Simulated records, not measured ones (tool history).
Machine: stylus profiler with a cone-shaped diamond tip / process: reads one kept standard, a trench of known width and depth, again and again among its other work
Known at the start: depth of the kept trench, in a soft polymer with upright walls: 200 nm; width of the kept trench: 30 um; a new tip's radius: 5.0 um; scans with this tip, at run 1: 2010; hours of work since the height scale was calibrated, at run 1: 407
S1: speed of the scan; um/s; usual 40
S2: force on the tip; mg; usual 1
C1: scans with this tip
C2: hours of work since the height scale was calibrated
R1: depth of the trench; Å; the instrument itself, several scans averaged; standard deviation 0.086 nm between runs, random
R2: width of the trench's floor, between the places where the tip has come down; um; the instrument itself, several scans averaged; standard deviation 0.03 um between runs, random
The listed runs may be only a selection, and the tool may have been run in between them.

run 1 hour=0 | S1=40 S2=1 | C1=2010 C2=407 | R1=2020.7 R2=26.78
run 2 hour=13 | S1=40 S2=1 | C1=2043 C2=414 | R1=2020.3 R2=26.75
run 3 hour=29 | S1=40 S2=1 | C1=2083 C2=422 | R1=2021.8 R2=26.71
run 4 hour=41.1 | S1=40 S2=1 | C1=2114 C2=428 | R1=2020.3 R2=26.72
run 5 hour=65.3 | S1=40 S2=1 | C1=2175 C2=441 | R1=2020.5 R2=26.7
run 6 hour=81.9 | S1=40 S2=1 | C1=2217 C2=449 | R1=2021.9 R2=26.7
run 7 hour=96.4 | S1=20 S2=1 | C1=2253 C2=457 | R1=2020.5 R2=26.98
run 8 hour=111.7 | S1=20 S2=1 | C1=2292 C2=465 | R1=2019.3 R2=26.88
run 9 hour=131.7 | S1=20 S2=1 | C1=2342 C2=475 | R1=2021.2 R2=26.9
run 10 hour=150.9 | S1=20 S2=1 | C1=2391 C2=485 | R1=2020.9 R2=26.92
run 11 hour=160.8 | S1=157 S2=1 | C1=2416 C2=490 | R1=2021.4 R2=25.62
run 12 hour=180.9 | S1=157 S2=1 | C1=2466 C2=500 | R1=2019.6 R2=25.68
run 13 hour=190.6 | S1=40 S2=1 | C1=2491 C2=505 | R1=2021.2 R2=26.72
run 14 hour=210.3 | S1=40 S2=0.55 | C1=2541 C2=515 | R1=2015.6 R2=26.6
run 15 hour=221.5 | S1=40 S2=0.55 | C1=2569 C2=521 | R1=2014.7 R2=26.57
run 16 hour=240.2 | S1=40 S2=0.55 | C1=2616 C2=530 | R1=2016 R2=26.57
run 17 hour=259.7 | S1=40 S2=0.55 | C1=2665 C2=540 | R1=2015.1 R2=26.58
run 18 hour=269.8 | S1=40 S2=1 | C1=2691 C2=545 | R1=2020.7 R2=26.71
run 19 hour=293 | S1=24 S2=1 | C1=2749 C2=557 | R1=2020.2 R2=26.91
run 20 hour=316.5 | S1=24 S2=1 | C1=2809 C2=569 | R1=2021.3 R2=26.9
run 21 hour=329.9 | S1=24 S2=1 | C1=2842 C2=576 | R1=2021.1 R2=26.81
run 22 hour=349.6 | S1=103 S2=1 | C1=2892 C2=586 | R1=2020 R2=26.13
run 23 hour=370.5 | S1=57 S2=0.77 | C1=2945 C2=597 | R1=2019.1 R2=26.52
run 24 hour=392.8 | S1=11 S2=0.42 | C1=3001 C2=608 | R1=2014.1 R2=26.94
run 25 hour=403.7 | S1=11 S2=0.42 | C1=3029 C2=614 | R1=2015.1 R2=26.89
run 26 hour=414.8 | S1=21 S2=0.42 | C1=3057 C2=620 | R1=2014.1 R2=26.78
run 27 hour=438.9 | S1=76 S2=1.56 | C1=3118 C2=632 | R1=2027.6 R2=26.5
run 28 hour=458.1 | S1=119 S2=0.34 | C1=3166 C2=642 | R1=2013.2 R2=25.19
run 29 hour=481.7 | S1=119 S2=0.34 | C1=3225 C2=654 | R1=2012.2 R2=25.2
run 30 hour=498.2 | S1=119 S2=0.34 | C1=3267 C2=662 | R1=2013.1 R2=25.18
run 31 hour=514.7 | S1=43 S2=0.33 | C1=3309 C2=671 | R1=2011.4 R2=26.33
run 32 hour=532.7 | S1=43 S2=0.33 | C1=3354 C2=680 | R1=2013.5 R2=26.35
run 33 hour=546.3 | S1=43 S2=0.33 | C1=3388 C2=687 | R1=2012.7 R2=26.4
run 34 hour=565 | S1=26 S2=0.44 | C1=3436 C2=696 | R1=2015.9 R2=26.61
run 35 hour=577.4 | S1=26 S2=0.44 | C1=3467 C2=703 | R1=2014.4 R2=26.69
run 36 hour=587.9 | S1=118 S2=2.33 | C1=3494 C2=708 | R1=2036.1 R2=26.34
run 37 hour=602.4 | S1=70 S2=0.52 | C1=3530 C2=716 | R1=2016.4 R2=26.16
run 38 hour=613.4 | S1=95 S2=1.92 | C1=3558 C2=721 | R1=2033.5 R2=26.38
run 39 hour=630.1 | S1=95 S2=1.92 | C1=3600 C2=730 | R1=2032.8 R2=26.43
run 40 hour=643.4 | S1=40 S2=0.85 | C1=3634 C2=737 | R1=2021.3 R2=26.67
run 41 hour=656.7 | S1=40 S2=0.85 | C1=3667 C2=743 | R1=2021.4 R2=26.62
run 42 hour=680.4 | S1=15 S2=0.56 | C1=3727 C2=756 | R1=2017.9 R2=26.84
run 43 hour=695.6 | S1=107 S2=1.23 | C1=3765 C2=763 | R1=2027.7 R2=26.17
run 44 hour=713.6 | S1=107 S2=1.23 | C1=3811 C2=773 | R1=2026.3 R2=26.13

Branching from run 44: 5 alternative next runs. What would each branch give?
run A hour=736.2 | S1=42 S2=2.08 | C1=3868 C2=784 | R1=? R2=?
run B hour=736.2 | S1=61 S2=1.75 | C1=3868 C2=784 | R1=? R2=?
run C hour=736.2 | S1=15 S2=0.79 | C1=3868 C2=784 | R1=? R2=?
run D hour=736.2 | S1=96 S2=0.58 | C1=3868 C2=784 | R1=? R2=?
run E hour=736.2 | S1=62 S2=1 | C1=3868 C2=784 | R1=? R2=?

run=A R1=2034.6 R2=26.74
run=B R1=2031.5 R2=26.62
run=C R1=2019 R2=26.93
run=D R1=2017.2 R2=25.87
run=E R1=2022.1 R2=26.45
Take away the tool's hidden state, keep each run's random variation, and the runs would have read:
run=A R1=2028.9 R2=26.91
run=B R1=2025.8 R2=26.79
run=C R1=2013.4 R2=27.11
run=D R1=2011.5 R2=26.04
run=E R1=2016.4 R2=26.62
